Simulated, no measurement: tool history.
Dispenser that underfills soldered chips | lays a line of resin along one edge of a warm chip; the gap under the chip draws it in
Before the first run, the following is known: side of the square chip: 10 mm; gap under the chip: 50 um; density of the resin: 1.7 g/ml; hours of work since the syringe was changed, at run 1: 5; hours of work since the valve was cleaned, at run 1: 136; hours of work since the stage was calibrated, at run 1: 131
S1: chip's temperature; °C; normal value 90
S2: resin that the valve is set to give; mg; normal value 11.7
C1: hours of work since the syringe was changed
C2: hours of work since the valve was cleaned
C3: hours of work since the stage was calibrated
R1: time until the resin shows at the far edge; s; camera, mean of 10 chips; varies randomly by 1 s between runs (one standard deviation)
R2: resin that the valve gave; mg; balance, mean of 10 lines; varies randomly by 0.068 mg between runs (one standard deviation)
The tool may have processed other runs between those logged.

run,day,S1,S2,C1,C2,C3,R1,R2
1,0,90,11.7,5,136,131,116.5,10.17
2,0.104,90,11.7,7,138,133,125.7,10.32
# day 0.267: new syringe of resin
3,0.3,90,12.6,1,142,136,99.1,11.08
4,0.496,90,12.6,4,145,139,112,10.92
5,0.617,90,12.6,6,147,142,120.8,10.85
# day 0.692: dispensing valve cleaned and set on the balance
# day 0.838: new syringe of resin
6,0.838,99,11.7,0,2,145,66.9,11.73
7,1.008,99,11.7,3,6,148,73.4,11.74
8,1.129,90,13.1,5,8,150,111.5,13
9,1.262,90,13.1,8,10,152,125.3,12.88
# day 1.379: new syringe of resin
10,1.492,90,11.7,2,14,156,102,11.52
11,1.667,90,11.7,5,17,160,111.5,11.4
12,1.842,90,11.7,8,21,163,126.6,11.51
# day 1.908: new syringe of resin
13,1.992,90,11.7,2,23,165,102.2,11.26
14,2.15,100,11.3,4,26,168,75.6,11.01
15,2.283,94,12.8,7,28,171,101.8,12.38
# day 2.446: new syringe of resin
16,2.471,98,13.4,1,32,174,68.7,12.99
17,2.65,98,13.4,4,35,177,76.6,13.06
18,2.867,86,13.8,8,39,181,140.8,13.22
# day 2.983: new syringe of resin
19,3.038,86,13.8,1,42,184,116.4,13.16
20,3.2,86,13.8,4,45,187,125.7,13.14
21,3.333,84,14.5,6,47,189,147.5,13.85
# day 3.508: new syringe of resin
22,3.546,101,11.7,1,51,193,63.7,11.03
23,3.775,101,14.2,5,55,197,69.3,13.41
24,3.9,83,14.6,7,57,200,160.3,13.74

Forecast each of these 3 alternatives for the next run:
# day 4.046: new syringe of resin
A,4.071,77,14.2,0,60,202,?,?
# day 4.046: new syringe of resin
B,4.071,90,9.9,0,60,202,?,?
# day 4.046: new syringe of resin
C,4.071,79,14.3,0,60,202,?,?

run,R1,R2
A,173.3,13.3
B,107.6,9.28
C,155.9,13.38
Take away the tool's hidden state, keep each run's random variation, and the runs would have read:
run,R1,R2
A,170.2,14.17
B,103.1,9.89
C,153.1,14.26

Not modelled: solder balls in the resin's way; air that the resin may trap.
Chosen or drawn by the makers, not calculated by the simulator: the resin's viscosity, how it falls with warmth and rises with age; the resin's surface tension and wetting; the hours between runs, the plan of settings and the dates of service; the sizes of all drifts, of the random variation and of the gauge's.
